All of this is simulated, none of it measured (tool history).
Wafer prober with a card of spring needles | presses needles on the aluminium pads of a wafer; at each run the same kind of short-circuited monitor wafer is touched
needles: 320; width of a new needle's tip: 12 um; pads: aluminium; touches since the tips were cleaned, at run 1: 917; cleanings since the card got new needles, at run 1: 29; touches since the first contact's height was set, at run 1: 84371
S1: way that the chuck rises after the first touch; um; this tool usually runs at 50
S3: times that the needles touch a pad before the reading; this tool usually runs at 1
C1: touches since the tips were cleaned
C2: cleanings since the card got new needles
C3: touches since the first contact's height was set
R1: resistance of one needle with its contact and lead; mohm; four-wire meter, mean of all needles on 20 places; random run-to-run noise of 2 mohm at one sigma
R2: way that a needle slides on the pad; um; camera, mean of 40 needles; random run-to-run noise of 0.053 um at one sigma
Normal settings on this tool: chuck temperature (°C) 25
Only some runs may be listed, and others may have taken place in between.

run 1 hour=0 | S1=50 chuck_temperature_(°C)=25 S3=1 | C1=917 C2=29 C3=84371 | R1=279 R2=8.39
-- hour=4.5 tips cleaned on abrasive film
-- hour=10.5 tips cleaned on abrasive film
-- hour=17.9 tips cleaned on abrasive film
-- hour=23.9 tips cleaned on abrasive film
-- hour=31.3 tips cleaned on abrasive film
-- hour=38.7 tips cleaned on abrasive film
run 2 hour=43.6 | S1=50 chuck_temperature_(°C)=25 S3=1 | C1=2119 C2=35 C3=103191 | R1=340 R2=8.21
-- hour=45.1 tips cleaned on abrasive film
-- hour=51.1 tips cleaned on abrasive film
-- hour=58.5 tips cleaned on abrasive film
run 3 hour=62.5 | S1=50 chuck_temperature_(°C)=25 S3=2 | C1=1738 C2=38 C3=111350 | R1=284 R2=8.24
-- hour=65.5 tips cleaned on abrasive film
-- hour=71.5 tips cleaned on abrasive film
-- hour=77.4 tips cleaned on abrasive film
run 4 hour=81.7 | S1=50 chuck_temperature_(°C)=25 S3=2 | C1=1871 C2=41 C3=119645 | R1=291 R2=8.19
-- hour=84.8 tips cleaned on abrasive film
-- hour=92.2 tips cleaned on abrasive film
-- hour=99.6 tips cleaned on abrasive film
-- hour=105.6 tips cleaned on abrasive film
-- hour=113 tips cleaned on abrasive film
run 5 hour=116.5 | S1=50 chuck_temperature_(°C)=25 S3=1 | C1=1539 C2=46 C3=134675 | R1=331 R2=7.98
-- hour=119.6 tips cleaned on abrasive film
-- hour=125.5 tips cleaned on abrasive film
-- hour=133 tips cleaned on abrasive film
run 6 hour=136.2 | S1=50 chuck_temperature_(°C)=25 S3=1 | C1=1409 C2=49 C3=143152 | R1=327 R2=7.97
-- hour=139.2 tips cleaned on abrasive film
-- hour=145.2 tips cleaned on abrasive film
-- hour=151.1 tips cleaned on abrasive film
-- hour=152.9 height of the first contact set anew
-- hour=158.9 tips cleaned on abrasive film
-- hour=164.8 tips cleaned on abrasive film
run 7 hour=167.9 | S1=50 chuck_temperature_(°C)=25 S3=1 | C1=1363 C2=54 C3=6503 | R1=305 R2=8.87
-- hour=171 tips cleaned on abrasive film
-- hour=176.9 tips cleaned on abrasive film
-- hour=184.4 tips cleaned on abrasive film
-- hour=191.8 tips cleaned on abrasive film
-- hour=199.2 tips cleaned on abrasive film
-- hour=205.5 tips cleaned on abrasive film
run 8 hour=205.5 | S1=50 chuck_temperature_(°C)=25 S3=1 | C1=0 C2=60 C3=22695 | R1=222 R2=8.75
-- hour=211.5 tips cleaned on abrasive film
-- hour=217.4 tips cleaned on abrasive film
-- hour=223.4 tips cleaned on abrasive film
-- hour=230.8 tips cleaned on abrasive film
run 9 hour=235.5 | S1=50 chuck_temperature_(°C)=25 S3=1 | C1=2051 C2=64 C3=35668 | R1=341 R2=8.67
-- hour=237.1 tips cleaned on abrasive film
-- hour=243.1 tips cleaned on abrasive film
-- hour=250.5 tips cleaned on abrasive film
-- hour=256.4 tips cleaned on abrasive film
run 10 hour=259.8 | S1=50 chuck_temperature_(°C)=25 S3=1 | C1=1480 C2=68 C3=46142 | R1=326 R2=8.65
-- hour=262.9 tips cleaned on abrasive film
-- hour=270.3 tips cleaned on abrasive film
-- hour=277.7 tips cleaned on abrasive film
-- hour=285.1 tips cleaned on abrasive film
-- hour=291.1 tips cleaned on abrasive film
-- hour=297.1 tips cleaned on abrasive film
run 11 hour=297.4 | S1=50 chuck_temperature_(°C)=40 S3=1 | C1=155 C2=74 C3=62355 | R1=241 R2=8.56
-- hour=303.4 tips cleaned on abrasive film
-- hour=310.8 tips cleaned on abrasive film
-- hour=318.3 tips cleaned on abrasive film
-- hour=324.2 tips cleaned on abrasive film
-- hour=331.7 tips cleaned on abrasive film
run 12 hour=334.2 | S1=50 chuck_temperature_(°C)=40 S3=1 | C1=1128 C2=79 C3=78259 | R1=315 R2=8.39
-- hour=338.7 tips cleaned on abrasive film
-- hour=346.2 tips cleaned on abrasive film
-- hour=352.1 tips cleaned on abrasive film
run 13 hour=353.3 | S1=50 chuck_temperature_(°C)=63 S3=1 | C1=517 C2=82 C3=86486 | R1=284 R2=8.35
-- hour=359.3 tips cleaned on abrasive film
-- hour=365.3 tips cleaned on abrasive film
-- hour=372.7 tips cleaned on abrasive film
-- hour=380.1 tips cleaned on abrasive film
run 14 hour=385 | S1=50 chuck_temperature_(°C)=70 S3=2 | C1=2148 C2=86 C3=100198 | R1=312 R2=8.25
-- hour=386.6 tips cleaned on abrasive film
-- hour=392.5 tips cleaned on abrasive film
-- hour=400 tips cleaned on abrasive film
-- hour=405.9 tips cleaned on abrasive film
-- hour=413.4 tips cleaned on abrasive film
-- hour=420.8 tips cleaned on abrasive film
run 15 hour=421.8 | S1=66 chuck_temperature_(°C)=30 S3=1 | C1=431 C2=92 C3=116046 | R1=249 R2=11.05
-- hour=427.8 tips cleaned on abrasive film
-- hour=433.7 tips cleaned on abrasive film
-- hour=439.7 tips cleaned on abrasive film
-- hour=445.7 tips cleaned on abrasive film
-- hour=453.1 tips cleaned on abrasive film
-- hour=459.1 tips cleaned on abrasive film
run 16 hour=459.8 | S1=66 chuck_temperature_(°C)=30 S3=1 | C1=311 C2=98 C3=132417 | R1=252 R2=10.96
-- hour=465.7 tips cleaned on abrasive film
-- hour=473.2 tips cleaned on abrasive film
-- hour=480.6 tips cleaned on abrasive film
-- hour=486.6 tips cleaned on abrasive film
run 17 hour=491.7 | S1=45 chuck_temperature_(°C)=56 S3=1 | C1=2246 C2=102 C3=146226 | R1=425 R2=7.1
-- hour=493.2 tips cleaned on abrasive film
-- hour=500.7 tips cleaned on abrasive film
-- hour=502.4 height of the first contact set anew
-- hour=508.4 tips cleaned on abrasive film
-- hour=515.8 tips cleaned on abrasive film
run 18 hour=515.8 | S1=45 chuck_temperature_(°C)=56 S3=1 | C1=0 C2=106 C3=5741 | R1=238 R2=8.02
-- hour=521.7 tips cleaned on abrasive film
-- hour=529.1 tips cleaned on abrasive film
-- hour=535.1 tips cleaned on abrasive film
-- hour=542.5 tips cleaned on abrasive film
-- hour=548.5 tips cleaned on abrasive film
run 19 hour=551.6 | S1=50 chuck_temperature_(°C)=25 S3=3 | C1=1338 C2=111 C3=21212 | R1=258 R2=8.86
-- hour=554.6 tips cleaned on abrasive film
-- hour=560.6 tips cleaned on abrasive film
-- hour=568 tips cleaned on abrasive film
-- hour=574 tips cleaned on abrasive film
-- hour=581.4 tips cleaned on abrasive film
run 20 hour=581.9 | S1=50 chuck_temperature_(°C)=25 S3=3 | C1=240 C2=116 C3=34298 | R1=234 R2=8.82
-- hour=587.9 tips cleaned on abrasive film
-- hour=595.3 tips cleaned on abrasive film
-- hour=602.8 tips cleaned on abrasive film
-- hour=610.2 tips cleaned on abrasive film
-- hour=617.6 tips cleaned on abrasive film
run 21 hour=620.8 | S1=35 chuck_temperature_(°C)=46 S3=2 | C1=1398 C2=121 C3=51112 | R1=385 R2=5.98
-- hour=623.8 tips cleaned on abrasive film
-- hour=629.8 tips cleaned on abrasive film
-- hour=637.2 tips cleaned on abrasive film
-- hour=644.7 tips cleaned on abrasive film
-- hour=652.1 tips cleaned on abrasive film
run 22 hour=654.2 | S1=35 chuck_temperature_(°C)=43 S3=2 | C1=899 C2=126 C3=65502 | R1=346 R2=5.79

Run 23, settings as shown, results not yet in. Your forecast:
-- hour=658.7 tips cleaned on abrasive film
-- hour=664.6 tips cleaned on abrasive film
-- hour=672.1 tips cleaned on abrasive film
-- hour=679.5 tips cleaned on abrasive film
-- hour=685.5 tips cleaned on abrasive film
-- hour=691.4 tips cleaned on abrasive film
run 23 hour=693.4 | S1=38 chuck_temperature_(°C)=25 S3=1 | C1=871 C2=132 C3=82432 | R1=? R2=?

Run 23 produced R1 396 mohm, R2 6.34 um.
Take away the tool's hidden state, keep the run-to-run variation as it was, and the same run would have given R1 220 mohm, R2 6.89 um.
